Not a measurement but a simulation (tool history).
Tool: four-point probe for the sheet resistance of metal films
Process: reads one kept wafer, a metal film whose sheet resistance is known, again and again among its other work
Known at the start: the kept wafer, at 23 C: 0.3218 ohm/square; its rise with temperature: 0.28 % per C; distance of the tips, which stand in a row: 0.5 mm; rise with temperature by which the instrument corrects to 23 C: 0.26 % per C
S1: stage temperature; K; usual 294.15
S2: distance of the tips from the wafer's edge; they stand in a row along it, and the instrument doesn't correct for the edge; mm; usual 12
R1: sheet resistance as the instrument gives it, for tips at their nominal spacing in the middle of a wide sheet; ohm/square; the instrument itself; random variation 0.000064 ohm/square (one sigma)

run 1 hour=0.0 | S1=294.15 S2=12 | R1=0.322465
run 2 hour=25.2 | S1=294.15 S2=12 | R1=0.322496
run 3 hour=42.9 | S1=294.15 S2=12 | R1=0.322373
run 4 hour=55.0 | S1=301.15 S2=12 | R1=0.322839
run 5 hour=73.8 | S1=301.15 S2=12 | R1=0.322931
run 6 hour=94.6 | S1=301.15 S2=12 | R1=0.322736
run 7 hour=123.2 | S1=294.15 S2=6 | R1=0.323457
run 8 hour=143.3 | S1=294.15 S2=12 | R1=0.322470
run 9 hour=166.6 | S1=294.15 S2=12 | R1=0.322537
run 10 hour=183.8 | S1=294.15 S2=12 | R1=0.322562
run 11 hour=198.2 | S1=294.15 S2=12 | R1=0.322560
run 12 hour=213.8 | S1=294.15 S2=12 | R1=0.322687
run 13 hour=242.6 | S1=294.15 S2=12 | R1=0.322445
run 14 hour=264.6 | S1=294.15 S2=12 | R1=0.322664
run 15 hour=287.2 | S1=294.15 S2=12 | R1=0.322776
run 16 hour=303.9 | S1=294.15 S2=12 | R1=0.322821
run 17 hour=325.9 | S1=303.15 S2=12 | R1=0.323269
run 18 hour=343.1 | S1=303.15 S2=12 | R1=0.323261
run 19 hour=367.0 | S1=294.15 S2=12 | R1=0.322757
run 20 hour=393.1 | S1=294.15 S2=11 | R1=0.322910
run 21 hour=408.7 | S1=294.15 S2=12 | R1=0.323036
run 22 hour=428.6 | S1=294.15 S2=43 | R1=0.322549
run 23 hour=441.3 | S1=294.15 S2=43 | R1=0.322516
run 24 hour=461.6 | S1=302.15 S2=43 | R1=0.323081
run 25 hour=484.3 | S1=302.15 S2=43 | R1=0.323005
run 26 hour=511.2 | S1=302.15 S2=68 | R1=0.323032
run 27 hour=529.5 | S1=293.15 S2=3 | R1=0.327338
run 28 hour=557.5 | S1=293.15 S2=3 | R1=0.327339
run 29 hour=578.7 | S1=294.15 S2=21 | R1=0.322765
run 30 hour=591.8 | S1=294.15 S2=21 | R1=0.322788
-- hour=594.8 stage's thermometer calibrated
run 31 hour=610.2 | S1=304.15 S2=12 | R1=0.323477
run 32 hour=635.2 | S1=294.15 S2=16 | R1=0.322971
run 33 hour=654.1 | S1=300.15 S2=13 | R1=0.323140
run 34 hour=679.8 | S1=292.15 S2=39 | R1=0.322671
-- hour=683.3 stage's thermometer calibrated, once more
run 35 hour=707.7 | S1=308.15 S2=16 | R1=0.323945
run 36 hour=724.1 | S1=294.15 S2=19 | R1=0.323199
run 37 hour=738.8 | S1=294.15 S2=19 | R1=0.323150
run 38 hour=758.6 | S1=294.15 S2=19 | R1=0.323211
run 39 hour=777.8 | S1=307.15 S2=10 | R1=0.324142
run 40 hour=802.9 | S1=307.15 S2=10 | R1=0.324034
run 41 hour=819.4 | S1=307.15 S2=9 | R1=0.324331
run 42 hour=845.6 | S1=307.15 S2=9 | R1=0.324256
run 43 hour=865.9 | S1=294.15 S2=12 | R1=0.323540
run 44 hour=888.2 | S1=303.15 S2=59 | R1=0.323653

Forecast each of these 4 alternatives for the next run:
run A hour=905.6 | S1=302.15 S2=24 | R1=?
run B hour=905.6 | S1=291.15 S2=30 | R1=?
run C hour=905.6 | S1=294.15 S2=10 | R1=?
run D hour=905.6 | S1=300.15 S2=15 | R1=?

run=A R1=0.323618
run=B R1=0.323061
run=C R1=0.323693
run=D R1=0.323593
Without the tool's hidden state the same runs would have given:
run=A R1=0.322117
run=B R1=0.321564
run=C R1=0.322192
run=D R1=0.322092
